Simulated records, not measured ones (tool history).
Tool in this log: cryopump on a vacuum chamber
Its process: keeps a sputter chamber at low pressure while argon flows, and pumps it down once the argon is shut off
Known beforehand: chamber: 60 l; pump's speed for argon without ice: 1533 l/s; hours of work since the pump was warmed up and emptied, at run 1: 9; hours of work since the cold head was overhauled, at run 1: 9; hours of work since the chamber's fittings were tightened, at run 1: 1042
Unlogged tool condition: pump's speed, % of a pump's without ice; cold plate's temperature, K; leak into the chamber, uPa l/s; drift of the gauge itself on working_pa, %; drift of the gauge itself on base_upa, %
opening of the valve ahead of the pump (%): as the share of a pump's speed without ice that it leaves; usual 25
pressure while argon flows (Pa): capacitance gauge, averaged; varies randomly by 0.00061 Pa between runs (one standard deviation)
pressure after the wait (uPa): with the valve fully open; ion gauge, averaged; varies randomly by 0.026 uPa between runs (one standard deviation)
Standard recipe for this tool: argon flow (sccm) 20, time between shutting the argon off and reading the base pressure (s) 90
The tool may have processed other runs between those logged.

run,hour,argon flow (sccm),time between shutting the argon off and reading the base pressure (s),opening of the valve ahead of the pump (%),hours of work since the pump was warmed up and emptied,hours of work since the cold head was overhauled,hours of work since the chamber's fittings were tightened,pressure while argon flows (Pa),pressure after the wait (uPa)
1,0,20,90,25,9,9,1042,0.0891,2.42
2,25.7,20,90,25,22,22,1055,0.0898,2.43
3,61.6,20,90,25,41,41,1074,0.0881,2.48
4,117.5,20,68,25,70,70,1103,0.0893,2.87
5,156.3,20,90,25,90,90,1124,0.0899,2.59
6,205.5,20,90,25,116,116,1149,0.0892,2.6
7,248.8,20,90,25,138,138,1172,0.0897,2.69
8,294.6,17,90,25,162,162,1196,0.0772,2.75
9,328.6,20,90,25,180,180,1213,0.091,2.78
10,357,20,90,25,195,195,1228,0.092,2.89
11,408.2,20,90,25,222,222,1255,0.0913,2.91
12,457.1,20,90,25,247,247,1280,0.0912,2.91
13,489.4,20,90,27,264,264,1297,0.0853,3
14,526.7,20,90,25,283,283,1317,0.0925,3.04
15,564.3,20,90,25,303,303,1336,0.0918,3.11
16,588.9,35,90,25,316,316,1349,0.1619,3.24
17,637.6,35,90,25,341,341,1375,0.1636,3.2

What does the tool deliver on the next run?
18,690.1,13,35,31,369,369,1402,?,?

{"run 18": {"pressure while argon flows (Pa)": 0.0499, "pressure after the wait (uPa)": 4.89}}
Were there no unlogged condition in the tool, this run, its random variation unchanged, would have produced pressure while argon flows (Pa) 0.0465, pressure after the wait (uPa) 2.71.
